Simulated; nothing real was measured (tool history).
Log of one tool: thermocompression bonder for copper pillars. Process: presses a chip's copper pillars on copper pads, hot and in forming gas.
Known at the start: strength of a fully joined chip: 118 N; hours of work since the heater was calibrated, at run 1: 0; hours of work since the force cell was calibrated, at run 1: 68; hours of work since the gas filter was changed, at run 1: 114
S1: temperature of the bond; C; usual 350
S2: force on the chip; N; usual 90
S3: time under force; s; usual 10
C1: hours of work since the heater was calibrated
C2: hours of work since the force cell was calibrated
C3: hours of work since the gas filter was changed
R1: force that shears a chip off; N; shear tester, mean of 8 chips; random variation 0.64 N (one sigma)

{"run": 1, "day": 0.0, "S1": 350, "S2": 90, "S3": 10, "C1": 0, "C2": 68, "C3": 114, "R1": 46.3}
{"day": 0.692, "done": "forming gas filter changed"}
{"run": 2, "day": 1.533, "S1": 350, "S2": 111, "S3": 10, "C1": 25, "C2": 93, "C3": 14, "R1": 59.6}
{"run": 3, "day": 2.804, "S1": 350, "S2": 111, "S3": 10, "C1": 46, "C2": 114, "C3": 35, "R1": 59.2}
{"run": 4, "day": 4.017, "S1": 350, "S2": 90, "S3": 10, "C1": 66, "C2": 134, "C3": 55, "R1": 49.2}
{"run": 5, "day": 5.729, "S1": 350, "S2": 90, "S3": 10, "C1": 94, "C2": 162, "C3": 83, "R1": 48.5}
{"run": 6, "day": 6.954, "S1": 350, "S2": 90, "S3": 10, "C1": 114, "C2": 182, "C3": 103, "R1": 45.9}
{"run": 7, "day": 8.096, "S1": 350, "S2": 90, "S3": 10, "C1": 133, "C2": 201, "C3": 122, "R1": 46.6}
{"day": 8.262, "done": "forming gas filter changed"}
{"run": 8, "day": 9.7, "S1": 350, "S2": 90, "S3": 10, "C1": 159, "C2": 227, "C3": 24, "R1": 49.5}
{"run": 9, "day": 10.854, "S1": 350, "S2": 90, "S3": 10, "C1": 178, "C2": 246, "C3": 43, "R1": 49.5}
{"run": 10, "day": 11.783, "S1": 350, "S2": 90, "S3": 21, "C1": 193, "C2": 261, "C3": 58, "R1": 63.5}
{"run": 11, "day": 13.417, "S1": 350, "S2": 90, "S3": 10, "C1": 220, "C2": 288, "C3": 85, "R1": 47.1}
{"run": 12, "day": 14.696, "S1": 350, "S2": 90, "S3": 10, "C1": 241, "C2": 309, "C3": 106, "R1": 46.8}
{"run": 13, "day": 15.571, "S1": 350, "S2": 90, "S3": 10, "C1": 255, "C2": 323, "C3": 120, "R1": 46.8}
{"day": 15.862, "done": "forming gas filter changed"}
{"run": 14, "day": 16.808, "S1": 350, "S2": 98, "S3": 10, "C1": 275, "C2": 343, "C3": 16, "R1": 54.3}
{"run": 15, "day": 18.025, "S1": 350, "S2": 98, "S3": 10, "C1": 295, "C2": 363, "C3": 36, "R1": 52.8}
{"run": 16, "day": 18.829, "S1": 350, "S2": 90, "S3": 17, "C1": 309, "C2": 377, "C3": 49, "R1": 60.7}
{"run": 17, "day": 19.562, "S1": 350, "S2": 90, "S3": 10, "C1": 321, "C2": 389, "C3": 61, "R1": 47.6}
{"run": 18, "day": 20.833, "S1": 350, "S2": 90, "S3": 10, "C1": 342, "C2": 410, "C3": 82, "R1": 48}
{"run": 19, "day": 21.617, "S1": 350, "S2": 90, "S3": 10, "C1": 354, "C2": 422, "C3": 95, "R1": 46.4}
{"run": 20, "day": 22.929, "S1": 350, "S2": 90, "S3": 10, "C1": 376, "C2": 444, "C3": 116, "R1": 46.8}
{"day": 23.496, "done": "forming gas filter changed"}
{"run": 21, "day": 24.267, "S1": 350, "S2": 90, "S3": 10, "C1": 398, "C2": 466, "C3": 13, "R1": 50.3}
{"run": 22, "day": 25.388, "S1": 350, "S2": 90, "S3": 10, "C1": 416, "C2": 484, "C3": 31, "R1": 50.6}
{"run": 23, "day": 26.858, "S1": 337, "S2": 67, "S3": 16, "C1": 440, "C2": 508, "C3": 55, "R1": 41.6}
{"run": 24, "day": 27.725, "S1": 357, "S2": 75, "S3": 10, "C1": 455, "C2": 523, "C3": 70, "R1": 43.5}
{"run": 25, "day": 28.446, "S1": 357, "S2": 75, "S3": 14, "C1": 466, "C2": 534, "C3": 81, "R1": 50.4}
{"run": 26, "day": 29.379, "S1": 332, "S2": 75, "S3": 7, "C1": 482, "C2": 550, "C3": 97, "R1": 30.3}
{"run": 27, "day": 30.717, "S1": 332, "S2": 75, "S3": 7, "C1": 504, "C2": 572, "C3": 119, "R1": 30.4}
{"day": 31.079, "done": "forming gas filter changed"}
{"run": 28, "day": 32.475, "S1": 353, "S2": 85, "S3": 10, "C1": 532, "C2": 600, "C3": 23, "R1": 49.5}
{"run": 29, "day": 33.262, "S1": 350, "S2": 74, "S3": 10, "C1": 545, "C2": 613, "C3": 36, "R1": 42.1}
{"run": 30, "day": 34.575, "S1": 359, "S2": 106, "S3": 10, "C1": 567, "C2": 635, "C3": 58, "R1": 58.6}
{"run": 31, "day": 35.529, "S1": 359, "S2": 106, "S3": 10, "C1": 583, "C2": 651, "C3": 73, "R1": 59.8}
{"run": 32, "day": 36.679, "S1": 359, "S2": 106, "S3": 10, "C1": 602, "C2": 669, "C3": 92, "R1": 57.9}
{"run": 33, "day": 38.429, "S1": 350, "S2": 113, "S3": 5, "C1": 630, "C2": 698, "C3": 121, "R1": 42.9}
{"day": 38.662, "done": "forming gas filter changed"}
{"run": 34, "day": 40.1, "S1": 377, "S2": 63, "S3": 14, "C1": 657, "C2": 725, "C3": 24, "R1": 51.3}
{"run": 35, "day": 41.329, "S1": 356, "S2": 96, "S3": 6, "C1": 678, "C2": 746, "C3": 44, "R1": 46.1}
{"run": 36, "day": 42.867, "S1": 356, "S2": 96, "S3": 6, "C1": 703, "C2": 771, "C3": 69, "R1": 43.4}
{"run": 37, "day": 44.346, "S1": 342, "S2": 96, "S3": 9, "C1": 727, "C2": 795, "C3": 94, "R1": 45.9}
{"run": 38, "day": 45.625, "S1": 342, "S2": 55, "S3": 10, "C1": 748, "C2": 816, "C3": 115, "R1": 28.6}
{"day": 46.225, "done": "forming gas filter changed"}
{"run": 39, "day": 46.467, "S1": 350, "S2": 69, "S3": 18, "C1": 762, "C2": 830, "C3": 4, "R1": 50.1}

3 ways to go on from here, each from the tool as it stands after run 39. What would each give?
{"run": "A", "day": 48.025, "S1": 333, "S2": 110, "S3": 12, "C1": 787, "C2": 855, "C3": 30, "R1": "?"}
{"run": "B", "day": 48.025, "S1": 330, "S2": 62, "S3": 11, "C1": 787, "C2": 855, "C3": 30, "R1": "?"}
{"run": "C", "day": 48.025, "S1": 344, "S2": 69, "S3": 7, "C1": 787, "C2": 855, "C3": 30, "R1": "?"}

run=A R1=55.8
run=B R1=30.8
run=C R1=33
Without the tool's hidden state the same runs would have given:
run=A R1=57
run=B R1=31.5
run=C R1=33.6
